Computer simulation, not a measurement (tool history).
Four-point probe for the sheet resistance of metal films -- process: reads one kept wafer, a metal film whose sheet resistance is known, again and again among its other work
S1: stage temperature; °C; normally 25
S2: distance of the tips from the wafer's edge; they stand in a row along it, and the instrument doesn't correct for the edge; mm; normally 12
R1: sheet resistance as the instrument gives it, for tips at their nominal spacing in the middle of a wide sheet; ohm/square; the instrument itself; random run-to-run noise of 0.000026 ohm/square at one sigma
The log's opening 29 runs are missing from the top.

{"run": 30, "day": 34.908, "S1": 20, "S2": 12, "R1": 0.128183}
{"run": 31, "day": 35.642, "S1": 19, "S2": 9, "R1": 0.128284}
{"run": 32, "day": 37.025, "S1": 26, "S2": 14, "R1": 0.128257}
{"run": 33, "day": 38.229, "S1": 25, "S2": 24, "R1": 0.128187}
{"run": 34, "day": 39.271, "S1": 25, "S2": 7, "R1": 0.128654}
{"run": 35, "day": 40.217, "S1": 35, "S2": 39, "R1": 0.128376}
{"run": 36, "day": 41.838, "S1": 22, "S2": 51, "R1": 0.128064}
{"run": 37, "day": 43.183, "S1": 22, "S2": 51, "R1": 0.128064}
{"run": 38, "day": 44.708, "S1": 29, "S2": 16, "R1": 0.128333}
{"run": 39, "day": 46.279, "S1": 29, "S2": 16, "R1": 0.128351}
{"run": 40, "day": 47.525, "S1": 22, "S2": 10, "R1": 0.128311}

3 ways to go on from here, each from the tool as it stands after run 40. What would each give?
{"run": "A", "day": 48.242, "S1": 30, "S2": 10, "R1": "?"}
{"run": "B", "day": 48.242, "S1": 24, "S2": 67, "R1": "?"}
{"run": "C", "day": 48.242, "S1": 32, "S2": 13, "R1": "?"}

run=A R1=0.128467
run=B R1=0.128141
run=C R1=0.128465
Take away the tool's hidden state, keep each run's random variation, and the runs would have read:
run=A R1=0.128596
run=B R1=0.12827
run=C R1=0.128594
